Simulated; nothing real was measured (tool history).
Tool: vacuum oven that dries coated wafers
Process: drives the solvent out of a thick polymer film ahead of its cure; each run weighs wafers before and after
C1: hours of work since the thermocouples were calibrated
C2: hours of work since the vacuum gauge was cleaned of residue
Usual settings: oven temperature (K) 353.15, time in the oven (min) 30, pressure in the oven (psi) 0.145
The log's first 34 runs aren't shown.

Run 35, day 60.896: usual settings but oven temperature (K) 356.15, time in the oven (min) 23, pressure in the oven (psi) 0.086; C1 199; C2 490. Result: solvent left in the film (%) 0.84.
At day 62.346: oven's thermocouples calibrated, once more.
Run 36, day 62.962: usual settings but oven temperature (K) 355.15, time in the oven (min) 18; C1 10; C2 523. Result: solvent left in the film (%) 2.25.
Run 37, day 64.983: usual settings but oven temperature (K) 355.15, time in the oven (min) 28, pressure in the oven (psi) 0.434; C1 44; C2 557. Result: solvent left in the film (%) 1.85.
Run 38, day 66.800: usual settings but oven temperature (K) 365.15, time in the oven (min) 40, pressure in the oven (psi) 0.213; C1 74; C2 586. Result: solvent left in the film (%) 0.45.
Run 39, day 68.275: usual settings but time in the oven (min) 23, pressure in the oven (psi) 0.268; C1 98; C2 611. Result: solvent left in the film (%) 2.25.
Run 40, day 69.325: usual settings but time in the oven (min) 20, pressure in the oven (psi) 0.419; C1 115; C2 628. Result: solvent left in the film (%) 3.12.
Run 41, day 71.075: usual settings but time in the oven (min) 20, pressure in the oven (psi) 0.431; C1 144; C2 657. Result: solvent left in the film (%) 3.11.
Run 42, day 73.633: usual settings but time in the oven (min) 19; C1 186; C2 699. Result: solvent left in the film (%) 2.53.
Run 43, day 75.267: usual settings but time in the oven (min) 37; C1 213; C2 726. Result: solvent left in the film (%) 0.85.
Run 44, day 76.833: usual settings but oven temperature (K) 358.15, time in the oven (min) 37, pressure in the oven (psi) 0.144; C1 239; C2 752. Result: solvent left in the film (%) 0.51.
Run 45, day 78.312: usual settings but oven temperature (K) 363.15, time in the oven (min) 27, pressure in the oven (psi) 0.078; C1 264; C2 777. Result: solvent left in the film (%) 0.32.
Run 46, day 80.421: usual settings but oven temperature (K) 363.15, time in the oven (min) 27, pressure in the oven (psi) 0.078; C1 298; C2 811. Result: solvent left in the film (%) 0.31.

Forecast each of these 3 alternatives for the next run:
Run A, day 82.933: usual settings but oven temperature (K) 363.15, time in the oven (min) 27, pressure in the oven (psi) 0.408; C1 340; C2 853. Result: solvent left in the film (%) ?.
Run B, day 82.933: usual settings but oven temperature (K) 358.15, time in the oven (min) 21, pressure in the oven (psi) 0.075; C1 340; C2 853. Result: solvent left in the film (%) ?.
Run C, day 82.933: usual settings but time in the oven (min) 28; C1 340; C2 853. Result: solvent left in the film (%) ?.

run  solvent left in the film (%)
  A                          0.99
  B                          1.05
  C                          1.29
Without the tool's hidden state the same runs would have given:
run  solvent left in the film (%)
  A                          0.95
  B                          1.03
  C                          1.26
